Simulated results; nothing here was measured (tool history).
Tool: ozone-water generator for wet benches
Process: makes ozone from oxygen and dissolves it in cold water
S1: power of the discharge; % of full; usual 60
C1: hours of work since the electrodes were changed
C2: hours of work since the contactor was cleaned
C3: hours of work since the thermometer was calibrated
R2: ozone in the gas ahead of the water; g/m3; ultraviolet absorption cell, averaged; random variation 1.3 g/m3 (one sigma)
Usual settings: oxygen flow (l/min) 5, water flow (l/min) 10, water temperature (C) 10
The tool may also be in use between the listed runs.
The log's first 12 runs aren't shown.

run 13 hour=218.4 | S1=60 oxygen_flow_(l/min)=4.33 water_flow_(l/min)=12 water_temperature_(C)=5 | C1=1247 C2=4007 C3=2707 | dissolved_ozone_(ppm)=42.3 R2=244.6
run 14 hour=234.2 | S1=60 oxygen_flow_(l/min)=2.51 water_flow_(l/min)=10 water_temperature_(C)=10 | C1=1262 C2=4022 C3=2722 | dissolved_ozone_(ppm)=39.5 R2=294.8
run 15 hour=250.7 | S1=60 oxygen_flow_(l/min)=5 water_flow_(l/min)=10 water_temperature_(C)=9 | C1=1278 C2=4038 C3=2738 | dissolved_ozone_(ppm)=45.9 R2=233.1
run 16 hour=265.5 | S1=60 oxygen_flow_(l/min)=5 water_flow_(l/min)=13 water_temperature_(C)=9 | C1=1292 C2=4052 C3=2752 | dissolved_ozone_(ppm)=39.3 R2=232.9
run 17 hour=285.4 | S1=60 oxygen_flow_(l/min)=5 water_flow_(l/min)=13 water_temperature_(C)=9 | C1=1311 C2=4071 C3=2771 | dissolved_ozone_(ppm)=39.1 R2=232.8
run 18 hour=306.9 | S1=62 oxygen_flow_(l/min)=7.7 water_flow_(l/min)=13 water_temperature_(C)=9 | C1=1331 C2=4092 C3=2792 | dissolved_ozone_(ppm)=42.1 R2=201.8
run 19 hour=336.6 | S1=55 oxygen_flow_(l/min)=5 water_flow_(l/min)=14 water_temperature_(C)=5 | C1=1360 C2=4120 C3=2820 | dissolved_ozone_(ppm)=37.3 R2=221.2
run 20 hour=350.4 | S1=47 oxygen_flow_(l/min)=5 water_flow_(l/min)=10 water_temperature_(C)=16 | C1=1373 C2=4134 C3=2833 | dissolved_ozone_(ppm)=34.5 R2=195.9
run 21 hour=368.4 | S1=60 oxygen_flow_(l/min)=5 water_flow_(l/min)=16 water_temperature_(C)=17 | C1=1390 C2=4151 C3=2850 | dissolved_ozone_(ppm)=30.1 R2=228.8
run 22 hour=396.4 | S1=60 oxygen_flow_(l/min)=6.34 water_flow_(l/min)=12 water_temperature_(C)=17 | C1=1417 C2=4178 C3=2877 | dissolved_ozone_(ppm)=36.5 R2=210.1
run 23 hour=416.7 | S1=60 oxygen_flow_(l/min)=5 water_flow_(l/min)=14 water_temperature_(C)=10 | C1=1437 C2=4197 C3=2897 | dissolved_ozone_(ppm)=36.7 R2=230.7
run 24 hour=444.9 | S1=62 oxygen_flow_(l/min)=5.47 water_flow_(l/min)=8 water_temperature_(C)=18 | C1=1464 C2=4224 C3=2924 | dissolved_ozone_(ppm)=44.4 R2=228.4
run 25 hour=467.7 | S1=61 oxygen_flow_(l/min)=2.9 water_flow_(l/min)=13 water_temperature_(C)=9 | C1=1485 C2=4246 C3=2946 | dissolved_ozone_(ppm)=34.7 R2=283.5
run 26 hour=481.4 | S1=60 oxygen_flow_(l/min)=3.01 water_flow_(l/min)=10 water_temperature_(C)=10 | C1=1499 C2=4259 C3=2959 | dissolved_ozone_(ppm)=41.8 R2=276
run 27 hour=509.9 | S1=60 oxygen_flow_(l/min)=3.01 water_flow_(l/min)=10 water_temperature_(C)=10 | C1=1526 C2=4286 C3=2986 | dissolved_ozone_(ppm)=41.9 R2=277.1
run 28 hour=535.8 | S1=88 oxygen_flow_(l/min)=3.01 water_flow_(l/min)=6 water_temperature_(C)=10 | C1=1551 C2=4311 C3=3011 | dissolved_ozone_(ppm)=72 R2=352
run 29 hour=564.9 | S1=75 oxygen_flow_(l/min)=3.29 water_flow_(l/min)=6 water_temperature_(C)=12 | C1=1579 C2=4339 C3=3039 | dissolved_ozone_(ppm)=63.3 R2=308.9
run 30 hour=589.9 | S1=55 oxygen_flow_(l/min)=5 water_flow_(l/min)=15 water_temperature_(C)=10 | C1=1603 C2=4363 C3=3063 | dissolved_ozone_(ppm)=33 R2=217.4

Forecast each of these 5 alternatives for the next run:
run A hour=602.4 | S1=48 oxygen_flow_(l/min)=5 water_flow_(l/min)=15 water_temperature_(C)=10 | C1=1614 C2=4375 C3=3075 | dissolved_ozone_(ppm)=? R2=?
run B hour=602.4 | S1=60 oxygen_flow_(l/min)=5.34 water_flow_(l/min)=12 water_temperature_(C)=10 | C1=1614 C2=4375 C3=3075 | dissolved_ozone_(ppm)=? R2=?
run C hour=602.4 | S1=60 oxygen_flow_(l/min)=3.65 water_flow_(l/min)=11 water_temperature_(C)=10 | C1=1614 C2=4375 C3=3075 | dissolved_ozone_(ppm)=? R2=?
run D hour=602.4 | S1=94 oxygen_flow_(l/min)=4.4 water_flow_(l/min)=8 water_temperature_(C)=10 | C1=1614 C2=4375 C3=3075 | dissolved_ozone_(ppm)=? R2=?
run E hour=602.4 | S1=65 oxygen_flow_(l/min)=5 water_flow_(l/min)=13 water_temperature_(C)=17 | C1=1614 C2=4375 C3=3075 | dissolved_ozone_(ppm)=? R2=?

run=A dissolved_ozone_(ppm)=30 R2=199
run=B dissolved_ozone_(ppm)=40.8 R2=225.6
run=C dissolved_ozone_(ppm)=40.2 R2=261.5
run=D dissolved_ozone_(ppm)=66.6 R2=322.2
run=E dissolved_ozone_(ppm)=35.8 R2=243.3
Without the tool's hidden state the same runs would have given:
run=A dissolved_ozone_(ppm)=30 R2=199
run=B dissolved_ozone_(ppm)=40.8 R2=225.6
run=C dissolved_ozone_(ppm)=40.3 R2=261.5
run=D dissolved_ozone_(ppm)=66.7 R2=322.2
run=E dissolved_ozone_(ppm)=35.8 R2=243.3

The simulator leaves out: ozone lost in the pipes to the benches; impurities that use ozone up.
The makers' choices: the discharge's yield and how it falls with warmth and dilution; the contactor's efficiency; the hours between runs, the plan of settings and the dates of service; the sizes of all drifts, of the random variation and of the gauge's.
